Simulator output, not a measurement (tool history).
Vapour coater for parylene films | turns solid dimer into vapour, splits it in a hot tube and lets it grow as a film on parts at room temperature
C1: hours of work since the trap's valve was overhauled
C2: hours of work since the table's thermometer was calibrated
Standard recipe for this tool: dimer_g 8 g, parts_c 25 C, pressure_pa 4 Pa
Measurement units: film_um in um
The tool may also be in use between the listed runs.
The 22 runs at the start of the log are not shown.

Run 23, day 42.321: usual settings but pressure_pa 2.5 Pa; C1 197; C2 882. Result: film_um 4.24 um.
Run 24, day 43.642: usual settings but pressure_pa 3.85 Pa; C1 214; C2 899. Result: film_um 3.83 um.
Run 25, day 45.412: usual settings but pressure_pa 3.85 Pa; C1 237; C2 922. Result: film_um 3.79 um.
Run 26, day 47.096: usual settings but dimer_g 7 g, parts_c 18 C, pressure_pa 4.77 Pa; C1 259; C2 944. Result: film_um 3.53 um.
Run 27, day 49.242: usual settings but pressure_pa 5.19 Pa; C1 287; C2 972. Result: film_um 3.5 um.
Run 28, day 51.592: usual settings but pressure_pa 5.19 Pa; C1 317; C2 1002. Result: film_um 3.47 um.
Run 29, day 53.462: usual settings but pressure_pa 5.19 Pa; C1 342; C2 1026. Result: film_um 3.46 um.
At day 55.254: trap's valve overhauled.
Run 30, day 55.742: usual settings but dimer_g 4 g, parts_c 22 C; C1 6; C2 1054. Result: film_um 2.1 um.
Run 31, day 56.933: usual settings but dimer_g 4 g, parts_c 22 C, pressure_pa 5.09 Pa; C1 22; C2 1069. Result: film_um 1.98 um.

Estimate the outcome of run 32 from the log above:
Run 32, day 58.467: usual settings but dimer_g 6 g, parts_c 18 C, pressure_pa 3.61 Pa; C1 42; C2 1089. Result: film_um ?.

film_um: 3.45 um
On a tool with no hidden condition, and with the same random variation, this run would have come out at film_um 3.44 um.

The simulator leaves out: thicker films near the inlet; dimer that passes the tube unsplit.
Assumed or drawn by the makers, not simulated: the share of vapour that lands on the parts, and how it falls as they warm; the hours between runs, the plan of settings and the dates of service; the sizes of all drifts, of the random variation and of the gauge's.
